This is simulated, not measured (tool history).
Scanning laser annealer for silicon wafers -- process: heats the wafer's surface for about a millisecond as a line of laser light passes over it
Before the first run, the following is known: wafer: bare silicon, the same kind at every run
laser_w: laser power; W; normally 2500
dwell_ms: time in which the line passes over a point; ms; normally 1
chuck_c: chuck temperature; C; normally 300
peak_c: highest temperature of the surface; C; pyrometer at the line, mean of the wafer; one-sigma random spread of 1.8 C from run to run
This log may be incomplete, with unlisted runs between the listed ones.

run	hour	laser_w	dwell_ms	chuck_c	peak_c
1	0	2500	1	300	1050
2	25.9	2500	1	300	1049
3	70	2500	1	300	1051
4	95.5	2500	1	300	1046
5	129.1	2500	1	300	1047
6	178.9	2500	1	300	1045
7	229.2	2500	1	294	1036
8	263.5	2556	1	300	1062
9	299.7	2556	1	300	1059
10	337.7	2500	1	300	1039
11	366.5	2500	1	300	1038
# hour 394.5: window over the wafer cleaned
12	419.5	2500	1	300	1029
13	468.2	2500	1	277	1004
14	497.9	2500	1	277	1008
15	525.7	2500	1	277	1005
16	565.9	2500	1	300	1024
17	604.8	2500	1	300	1026
18	627.9	2500	1	300	1024
19	664.3	2500	1	300	1022
# hour 689.5: window over the wafer cleaned, once more
20	719.9	2710	0.73	276	999
21	769.7	2710	0.73	276	995
22	812.1	2314	1.21	313	1048
23	866.9	2725	1.21	270	1167
24	895	2434	0.71	280	901
25	934.7	2434	0.71	280	902
26	990	2434	0.71	280	897
27	1045.8	2434	0.71	280	896
28	1088.9	2271	1	339	997
29	1120.7	2712	0.97	284	1088
30	1151.7	2712	0.97	284	1084
31	1199.4	2229	0.96	332	959
32	1222	2229	0.96	332	964
# hour 1265: window over the wafer cleaned
33	1276.9	2229	0.96	336	975
34	1305.5	2532	0.77	323	999
35	1337.4	2179	0.77	338	900
36	1382.7	2451	0.72	262	892
37	1422.9	2451	0.72	262	887
38	1471.4	2451	0.72	262	889

Some steps in peak_c, run to run, broken into two amounts with sign: the step expected even without the hidden condition (settings, incoming material, random variation), and the rest, left for the hidden condition together with whatever gauge scatter is not in both the measured and the hidden-condition-free result:
Hidden state at play: light that passes the window, % of a clean one's; laser's true power over the reading, %; width of the line over the set one, %; drift of the gauge itself on peak_c, C.
Run 11 -> 12: window over the wafer cleaned. peak_c -9 C: hidden state -10, all else +1.
Run 19 -> 20: laser_w 2500 -> 2710, dwell_ms 1 -> 0.73, chuck_c 300 -> 276, window over the wafer cleaned, once more. peak_c -23 C: hidden state +28, all else -51.
Run 22 -> 23: laser_w 2314 -> 2725, chuck_c 313 -> 270. peak_c +119 C: hidden state -7, all else +126.
Run 23 -> 24: laser_w 2725 -> 2434, dwell_ms 1.21 -> 0.71, chuck_c 270 -> 280. peak_c -266 C: hidden state +7, all else -273.
Run 30 -> 31: laser_w 2712 -> 2229, dwell_ms 0.97 -> 0.96, chuck_c 284 -> 332. peak_c -125 C: hidden state +5, all else -130.
Run 32 -> 33: chuck_c 332 -> 336, window over the wafer cleaned. peak_c +11 C: hidden state +10, all else +1.

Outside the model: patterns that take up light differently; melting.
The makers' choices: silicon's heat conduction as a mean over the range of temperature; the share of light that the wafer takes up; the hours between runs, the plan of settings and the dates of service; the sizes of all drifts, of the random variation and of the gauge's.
